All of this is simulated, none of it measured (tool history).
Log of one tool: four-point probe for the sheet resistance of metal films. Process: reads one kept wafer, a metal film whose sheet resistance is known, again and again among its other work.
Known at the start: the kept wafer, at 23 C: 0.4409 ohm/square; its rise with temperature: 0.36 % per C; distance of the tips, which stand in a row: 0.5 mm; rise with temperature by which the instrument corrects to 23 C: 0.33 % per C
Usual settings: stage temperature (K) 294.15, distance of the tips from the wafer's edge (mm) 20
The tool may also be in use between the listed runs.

run	hour	stage temperature (K)	distance of the tips from the wafer's edge (mm)	sheet resistance as the instrument gives it (ohm/square)
1	0	294.15	20	0.444002
2	9.9	293.15	20	0.443979
3	17	294.15	20	0.444061
4	25.7	294.15	20	0.443925
5	37.9	294.15	20	0.444007
6	46.6	294.15	20	0.444015
7	61.8	308.15	20	0.445961
8	75.6	308.15	20	0.446094
9	88.2	291.15	20	0.443527
10	95.9	291.15	8	0.444305
11	106.2	291.15	8	0.444303
12	120.5	291.15	8	0.444142
13	132.1	291.15	8	0.444234
14	138.4	294.15	7	0.445076
15	146.9	294.15	13	0.444039
16	155.2	294.15	13	0.444064
17	163.1	294.15	13	0.444138
18	177.5	302.15	49	0.444861
19	188.4	305.15	20	0.445387
20	202.5	299.15	3	0.450938
21	209.2	301.15	9	0.445327
22	221.9	301.15	53	0.444775
23	232.7	292.15	5	0.445682
24	245.1	300.15	20	0.4452
25	258.9	300.15	22	0.445208
26	273.8	300.15	22	0.445296
27	284.9	299.15	20	0.445178
28	293.4	299.15	9	0.445598
29	308	299.15	9	0.445464
30	322	302.15	32	0.44525
31	337.2	294.15	4	0.447809
32	350	294.15	57	0.444164

Not shown: 2 entries that the log had between the listed runs. Between which runs, and how does the tool's hidden state differ before and after?
Between runs 18 and 19: stage's thermometer calibrated (hour 179.1)
  wafer's true temperature over the reading, C: -0.29 -> -0.35
  measured less the result without the state, sheet resistance as the instrument gives it (ohm/square): +0.003154 -> +0.00306
Between runs 23 and 24: stage's thermometer calibrated, once more (hour 236.4)
  wafer's true temperature over the reading, C: -0.36 -> 0.01
  measured less the result without the state, sheet resistance as the instrument gives it (ohm/square): +0.003007 -> +0.003604

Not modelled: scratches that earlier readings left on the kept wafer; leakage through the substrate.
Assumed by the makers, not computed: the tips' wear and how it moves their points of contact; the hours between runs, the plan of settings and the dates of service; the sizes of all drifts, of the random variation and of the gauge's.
